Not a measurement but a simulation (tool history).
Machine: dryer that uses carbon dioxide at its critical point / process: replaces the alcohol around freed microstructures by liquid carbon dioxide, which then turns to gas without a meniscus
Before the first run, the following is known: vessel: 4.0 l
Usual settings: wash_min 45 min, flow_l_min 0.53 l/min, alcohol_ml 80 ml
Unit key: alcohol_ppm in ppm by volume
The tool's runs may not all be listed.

run	hour	wash_min	flow_l_min	alcohol_ml	alcohol_ppm
1	0	45	0.53	80	204
2	11.9	45	0.53	80	213
3	18.4	45	0.53	80	204
4	24.4	45	0.53	114	269
5	32.6	45	0.53	114	278
6	40	45	0.53	114	289
7	52.3	45	0.53	80	238
8	62.8	51	0.53	80	177
9	71.9	45	0.53	80	250
10	81.3	45	0.53	80	249
11	91.8	45	0.396	80	652
# hour 99.1: inlet filter changed
12	99.6	45	0.396	80	356
13	109.7	45	0.53	80	173
14	121.3	45	0.53	80	180
15	130.7	45	0.53	80	180
16	144.4	45	0.642	80	136
17	152.6	48	0.642	80	133
18	166.2	45	0.53	80	195

Predict the results of run 19:
19	177.2	45	0.53	23	?

alcohol_ppm: 147 ppm by volume
Without the tool's hidden state the same run would have given alcohol_ppm 21 ppm by volume.
